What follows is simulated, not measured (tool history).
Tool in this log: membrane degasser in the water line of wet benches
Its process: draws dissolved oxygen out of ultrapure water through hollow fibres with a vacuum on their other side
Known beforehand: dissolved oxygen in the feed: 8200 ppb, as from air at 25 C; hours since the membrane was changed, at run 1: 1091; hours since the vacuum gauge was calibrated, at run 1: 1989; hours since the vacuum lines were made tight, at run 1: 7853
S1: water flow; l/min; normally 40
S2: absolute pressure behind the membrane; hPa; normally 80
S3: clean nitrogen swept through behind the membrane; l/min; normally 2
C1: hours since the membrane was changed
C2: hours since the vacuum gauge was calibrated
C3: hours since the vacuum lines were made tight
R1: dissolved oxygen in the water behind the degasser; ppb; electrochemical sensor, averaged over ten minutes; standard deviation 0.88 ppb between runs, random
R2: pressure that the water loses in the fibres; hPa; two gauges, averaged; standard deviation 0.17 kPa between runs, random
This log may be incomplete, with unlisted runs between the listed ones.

run	day	S1	S2	S3	C1	C2	C3	R1	R2
1	0	40	80	2	1091	1989	7853	211.8	297.2
2	10.012	40	80	2	1331	2229	8093	211.7	297.2
3	23.629	40	181.5	2	1658	2556	8420	622.7	299.1
4	29.529	40	80	2	1800	2697	8561	211.4	296.6
5	42.054	40	80	2	2100	2998	8862	212.9	297.3
6	50.904	40	80	2.45	2313	3210	9074	177.8	300
7	63.362	40	80	2.45	2612	3509	9373	177.1	300.3
8	69.596	40	80	2.45	2761	3659	9523	176.6	299.6
9	80.588	40	80	2.45	3025	3923	9787	175.5	296.9
10	89.25	40	80	5.84	3233	4131	9995	80.7	295.7
11	99.3	40	80	5.84	3474	4372	10236	80.6	298.6
12	107.946	40	80	5.84	3682	4579	10443	80.9	300.9
13	115.825	40	80	2	3871	4769	10632	211.3	298
14	124.058	37	80	2	4069	4966	10830	197.5	276.3
15	129.696	28	80	2	4204	5101	10965	153.1	206.8
16	139.167	28	80	2	4431	5329	11193	152.9	209.2
17	150.958	28	80	2	4714	5612	11475	152.7	208.5
18	157.271	57	117.3	1.77	4866	5763	11627	551.2	430.6
19	167.467	57	117.3	1.77	5110	6008	11872	550.8	425.4
20	178.692	57	117.3	1.33	5380	6277	12141	687.9	426.7
21	188.858	63	54.9	2	5624	6521	12385	163.1	472.9
22	197.379	59	92.5	1.35	5828	6726	12590	506.5	443.6
23	203.667	35	68.6	3.56	5979	6877	12741	85.1	260.9
# day 206.888: vacuum gauge calibrated
24	211.204	28	96	1.83	6160	104	12921	219.2	212.4
25	223.183	28	96	1.83	6447	391	13208	221	208.6
26	234.521	28	96	1.83	6719	663	13480	219.1	208.9
27	241.5	40	80	0.93	6887	831	13648	395.8	297.3
28	253.242	39	152.6	2	7168	1113	13930	500.2	291.1
29	260.829	39	152.6	2	7351	1295	14112	502.9	291.1
30	267.571	42	70.6	1.6	7512	1456	14274	216.8	314.2
31	278.696	44	65.6	3.91	7779	1723	14541	91.3	329.9
32	288.421	44	65.6	3.91	8013	1957	14774	90.8	331.4

Predict each of these 3 candidate next runs independently; none follows another, all start after run 32:
A	302.354	33	65.1	2.74	8347	2291	15109	?	?
B	302.354	34	80	4.71	8347	2291	15109	?	?
C	302.354	39	96	1.92	8347	2291	15109	?	?

run	R1	R2
A	93.2	245.4
B	83.4	252.7
C	284.5	291.8
With the hidden condition removed and each run's random variation left untouched, the same runs would have given:
run	R1	R2
A	93.1	245
B	83.3	252.4
C	284.3	291.4
